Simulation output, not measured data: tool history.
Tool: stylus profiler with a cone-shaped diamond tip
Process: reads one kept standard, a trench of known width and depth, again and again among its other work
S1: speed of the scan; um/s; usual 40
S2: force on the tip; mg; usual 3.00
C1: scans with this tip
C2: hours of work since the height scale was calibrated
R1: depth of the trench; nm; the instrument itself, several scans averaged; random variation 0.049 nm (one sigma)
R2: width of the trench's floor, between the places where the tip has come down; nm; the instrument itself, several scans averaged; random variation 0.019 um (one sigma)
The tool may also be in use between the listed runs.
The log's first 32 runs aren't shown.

{"run": 33, "hour": 1559.0, "S1": 29, "S2": 1.19, "C1": 7181, "C2": 1199, "R1": 101.24, "R2": 18260}
{"run": 34, "hour": 1596.6, "S1": 12, "S2": 2.63, "C1": 7319, "C2": 1222, "R1": 101.57, "R2": 18470}
{"run": 35, "hour": 1642.9, "S1": 12, "S2": 2.63, "C1": 7490, "C2": 1250, "R1": 101.56, "R2": 18450}
{"run": 36, "hour": 1695.4, "S1": 35, "S2": 2.73, "C1": 7683, "C2": 1282, "R1": 101.68, "R2": 18330}
{"run": 37, "hour": 1744.4, "S1": 12, "S2": 5.64, "C1": 7863, "C2": 1313, "R1": 102.18, "R2": 18470}
{"run": 38, "hour": 1798.1, "S1": 13, "S2": 5.28, "C1": 8061, "C2": 1346, "R1": 102.27, "R2": 18430}
{"run": 39, "hour": 1870.5, "S1": 145, "S2": 3.0, "C1": 8327, "C2": 1390, "R1": 101.87, "R2": 17800}
{"run": 40, "hour": 1926.3, "S1": 126, "S2": 1.11, "C1": 8532, "C2": 1424, "R1": 101.3, "R2": 17480}
{"run": 41, "hour": 1968.8, "S1": 56, "S2": 4.26, "C1": 8688, "C2": 1450, "R1": 102.1, "R2": 18290}
{"run": 42, "hour": 2011.9, "S1": 56, "S2": 4.26, "C1": 8847, "C2": 1477, "R1": 102.09, "R2": 18220}
{"run": 43, "hour": 2061.9, "S1": 56, "S2": 4.26, "C1": 9031, "C2": 1507, "R1": 102.09, "R2": 18290}
{"run": 44, "hour": 2095.6, "S1": 56, "S2": 4.26, "C1": 9155, "C2": 1528, "R1": 102.15, "R2": 18240}
{"run": 45, "hour": 2156.3, "S1": 56, "S2": 4.26, "C1": 9378, "C2": 1565, "R1": 102.17, "R2": 18240}
{"run": 46, "hour": 2212.2, "S1": 56, "S2": 4.26, "C1": 9583, "C2": 1600, "R1": 102.1, "R2": 18300}

4 ways to go on from here, each from the tool as it stands after run 46. What would each give?
{"run": "A", "hour": 2257.1, "S1": 40, "S2": 1.13, "C1": 9749, "C2": 1627, "R1": "?", "R2": "?"}
{"run": "B", "hour": 2257.1, "S1": 130, "S2": 3.0, "C1": 9749, "C2": 1627, "R1": "?", "R2": "?"}
{"run": "C", "hour": 2257.1, "S1": 10, "S2": 3.0, "C1": 9749, "C2": 1627, "R1": "?", "R2": "?"}
{"run": "D", "hour": 2257.1, "S1": 69, "S2": 4.88, "C1": 9749, "C2": 1627, "R1": "?", "R2": "?"}

run=A R1=101.36 R2=18190
run=B R1=101.89 R2=17860
run=C R1=101.91 R2=18440
run=D R1=102.32 R2=18230
Without the tool's hidden state the same runs would have given:
run=A R1=100.55 R2=18310
run=B R1=101.07 R2=17980
run=C R1=101.10 R2=18560
run=D R1=101.50 R2=18350
